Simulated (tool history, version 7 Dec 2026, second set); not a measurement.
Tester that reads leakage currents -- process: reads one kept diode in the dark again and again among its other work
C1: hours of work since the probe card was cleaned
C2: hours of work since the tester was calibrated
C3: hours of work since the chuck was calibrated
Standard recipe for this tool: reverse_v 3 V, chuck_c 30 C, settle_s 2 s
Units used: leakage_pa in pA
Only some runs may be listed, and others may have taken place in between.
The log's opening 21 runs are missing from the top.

Run 22, hour 2469.2: usual settings but reverse_v 7.51 V, chuck_c 32 C, settle_s 5.69 s; C1 973; C2 2116; C3 378. Result: leakage_pa 419.59 pA.
Run 23, hour 2658.5: usual settings but chuck_c 40 C; C1 1095; C2 2239; C3 501. Result: leakage_pa 545.49 pA.
Run 24, hour 2839.6: usual settings but chuck_c 40 C; C1 1213; C2 2356; C3 619. Result: leakage_pa 553.27 pA.
Run 25, hour 2993.9: usual settings but chuck_c 40 C, settle_s 8.97 s; C1 1313; C2 2456; C3 719. Result: leakage_pa 558.75 pA.
Run 26, hour 3101.8: usual settings but chuck_c 24 C, settle_s 8.97 s; C1 1383; C2 2526; C3 789. Result: leakage_pa 153.08 pA.
Run 27, hour 3284.1: usual settings but chuck_c 50 C, settle_s 1.38 s; C1 1501; C2 2645; C3 907. Result: leakage_pa 1182.3 pA.
Run 28, hour 3383.3: usual settings but chuck_c 24 C, settle_s 1.33 s; C1 1566; C2 2709; C3 972. Result: leakage_pa 156.17 pA.
Run 29, hour 3530.4: usual settings but chuck_c 21 C, settle_s 0.38 s; C1 1661; C2 2805; C3 1067. Result: leakage_pa 122.66 pA.
Run 30, hour 3677.1: usual settings but reverse_v 1.03 V, chuck_c 43 C, settle_s 0.38 s; C1 1756; C2 2900; C3 1162. Result: leakage_pa 464.34 pA.
Run 31, hour 3824.8: usual settings but reverse_v 1.79 V, chuck_c 35 C, settle_s 0.38 s; C1 1852; C2 2996; C3 1258. Result: leakage_pa 316.44 pA.
Run 32, hour 3917.2: usual settings but reverse_v 3.42 V, chuck_c 31 C, settle_s 0.38 s; C1 1912; C2 3055; C3 1318. Result: leakage_pa 301.38 pA.
Run 33, hour 4038.8: usual settings but reverse_v 6.47 V; C1 1991; C2 3134; C3 1397. Result: leakage_pa 359.32 pA.
Run 34, hour 4145.2: usual settings but reverse_v 2.87 V, settle_s 0.33 s; C1 2060; C2 3203; C3 1466. Result: leakage_pa 259.01 pA.
Run 35, hour 4289.6: usual settings but reverse_v 2.87 V, settle_s 0.33 s; C1 2154; C2 3297; C3 1560. Result: leakage_pa 262.66 pA.
At hour 4303.9: tester calibrated.
At hour 4336.3: chuck's temperature calibrated.
Run 36, hour 4427.8: usual settings but reverse_v 4.54 V, settle_s 1.49 s; C1 2241; C2 79; C3 59. Result: leakage_pa 291.86 pA.
Run 37, hour 4526: usual settings but reverse_v 9.03 V, chuck_c 23 C, settle_s 1.49 s; C1 2304; C2 143; C3 123. Result: leakage_pa 217.96 pA.
Run 38, hour 4708.7: usual settings but reverse_v 9.03 V, chuck_c 23 C, settle_s 1.49 s; C1 2423; C2 261; C3 242. Result: leakage_pa 219.94 pA.

What if the next run were any one of these 3? Each begins from the tool's condition after run 38:
Run A, hour 4839.3: usual settings but reverse_v 7.68 V, chuck_c 59 C, settle_s 1.49 s; C1 2508; C2 346; C3 326. Result: leakage_pa ?.
Run B, hour 4839.3: usual settings but reverse_v 9.03 V, chuck_c 23 C, settle_s 8.3 s; C1 2508; C2 346; C3 326. Result: leakage_pa ?.
Run C, hour 4839.3: usual settings but reverse_v 12.65 V, chuck_c 52 C, settle_s 0.65 s; C1 2508; C2 346; C3 326. Result: leakage_pa ?.

run  leakage_pa
  A      3184.1
  B      219.17
  C     2400.18
With no hidden state in the tool, these same runs would have given:
run  leakage_pa
  A     3113.83
  B      209.64
  C     2342.09
